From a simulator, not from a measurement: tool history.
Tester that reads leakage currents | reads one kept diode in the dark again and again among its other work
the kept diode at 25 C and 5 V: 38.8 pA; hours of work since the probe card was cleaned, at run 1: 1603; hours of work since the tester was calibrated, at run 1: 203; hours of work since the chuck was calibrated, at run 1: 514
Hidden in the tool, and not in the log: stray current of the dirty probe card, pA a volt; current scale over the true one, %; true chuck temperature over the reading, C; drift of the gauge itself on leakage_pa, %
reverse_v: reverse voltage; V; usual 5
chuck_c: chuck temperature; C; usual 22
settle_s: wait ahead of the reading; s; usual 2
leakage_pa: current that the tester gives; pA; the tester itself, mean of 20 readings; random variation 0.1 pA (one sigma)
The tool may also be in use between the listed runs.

| run | hour | reverse_v | chuck_c | settle_s | hours of work since the probe card was cleaned | hours of work since the tester was calibrated | hours of work since the chuck was calibrated | leakage_pa |
|---|---|---|---|---|---|---|---|---|
| 1 | 0 | 5 | 22 | 2 | 1603 | 203 | 514 | 29.56 |
| 2 | 21.4 | 5 | 22 | 2 | 1619 | 220 | 531 | 29.34 |
| 3 | 46.9 | 5 | 22 | 0.6 | 1639 | 239 | 550 | 29.68 |
| 4 | 73.3 | 5 | 22 | 0.6 | 1659 | 260 | 571 | 29.71 |
| 5 | 104 | 5 | 22 | 0.6 | 1683 | 284 | 595 | 29.74 |
| 6 | 136.1 | 5 | 22 | 0.6 | 1708 | 308 | 619 | 29.69 |
| 7 | 160 | 5 | 22 | 0.6 | 1726 | 327 | 638 | 29.61 |
| 8 | 194.6 | 5 | 22 | 0.6 | 1753 | 354 | 665 | 29.62 |
| 9 | 222.1 | 5 | 22 | 2 | 1774 | 375 | 686 | 29.49 |
| 10 | 241.4 | 7.31 | 22 | 2 | 1789 | 390 | 701 | 36.33 |
| 11 | 258.3 | 7.31 | 22 | 2 | 1802 | 403 | 714 | 36.32 |
| 12 | 282.2 | 7.31 | 22 | 2 | 1821 | 421 | 732 | 36.38 |
| 13 | 307.7 | 5 | 23 | 2 | 1841 | 441 | 752 | 32.38 |
| 14 | 331.4 | 5 | 22 | 2 | 1859 | 459 | 770 | 29.5 |
| 15 | 361.8 | 5 | 22 | 2 | 1882 | 483 | 794 | 29.45 |
| 16 | 398.7 | 5 | 22 | 2 | 1911 | 512 | 822 | 29.43 |
| 17 | 424.4 | 5 | 22 | 2 | 1931 | 531 | 842 | 29.69 |
| 18 | 451.2 | 5 | 36 | 2 | 1952 | 552 | 863 | 105.3 |
| 19 | 472.6 | 5 | 36 | 2 | 1968 | 569 | 880 | 105.12 |
| 20 | 493.8 | 5 | 36 | 2 | 1985 | 585 | 896 | 105.42 |
| 21 | 518.2 | 5 | 36 | 0.31 | 2003 | 604 | 915 | 105.57 |
| 22 | 541.2 | 4.04 | 58 | 4.46 | 2021 | 622 | 933 | 560.1 |
| 23 | 578.7 | 3.65 | 58 | 0.35 | 2050 | 651 | 962 | 531.89 |
| 24 | 613.8 | 3.65 | 58 | 0.35 | 2077 | 678 | 989 | 530.95 |
| 25 | 632.7 | 4.08 | 36 | 1.17 | 2092 | 692 | 1003 | 94.58 |
|  | 643 | chuck's temperature calibrated |
| 26 | 654.9 | 4.08 | 36 | 1.17 | 2108 | 708 | 9 | 94.49 |
| 27 | 670.2 | 4.08 | 50 | 9.26 | 2119 | 720 | 21 | 302.45 |
| 28 | 691.6 | 5.83 | 24 | 0.52 | 2136 | 737 | 38 | 39.01 |
| 29 | 725.4 | 1.53 | 24 | 1.23 | 2162 | 763 | 64 | 18.78 |
| 30 | 758.1 | 5.6 | 24 | 0.62 | 2187 | 788 | 89 | 38.1 |
| 31 | 785.7 | 2.42 | 28 | 6.13 | 2209 | 809 | 110 | 34.53 |
| 32 | 802 | 2.92 | 51 | 6.13 | 2221 | 822 | 123 | 273.18 |
| 33 | 822.8 | 2.92 | 51 | 6.13 | 2237 | 838 | 139 | 272.18 |
| 34 | 838.1 | 2.62 | 21 | 2.98 | 2249 | 850 | 151 | 18.92 |
| 35 | 869.9 | 18.65 | 21 | 0.39 | 2274 | 874 | 175 | 56.58 |
| 36 | 904.3 | 8.83 | 45 | 9.28 | 2300 | 901 | 202 | 306.18 |
| 37 | 925.4 | 6.91 | 47 | 4.76 | 2317 | 917 | 218 | 315.63 |

Forecast each of these 4 alternatives for the next run:
| A | 959.5 | 4.23 | 31 | 9.08 | 2343 | 944 | 245 | ? |
| B | 959.5 | 5 | 34 | 2 | 2343 | 944 | 245 | ? |
| C | 959.5 | 6.91 | 60 | 5.48 | 2343 | 944 | 245 | ? |
| D | 959.5 | 1.53 | 50 | 0.31 | 2343 | 944 | 245 | ? |

| run | leakage_pa |
|---|---|
| A | 61.89 |
| B | 87.89 |
| C | 878.09 |
| D | 178.85 |
Without the tool's hidden state the same runs would have given:
| run | leakage_pa |
|---|---|
| A | 61.87 |
| B | 87.86 |
| C | 878.02 |
| D | 178.84 |

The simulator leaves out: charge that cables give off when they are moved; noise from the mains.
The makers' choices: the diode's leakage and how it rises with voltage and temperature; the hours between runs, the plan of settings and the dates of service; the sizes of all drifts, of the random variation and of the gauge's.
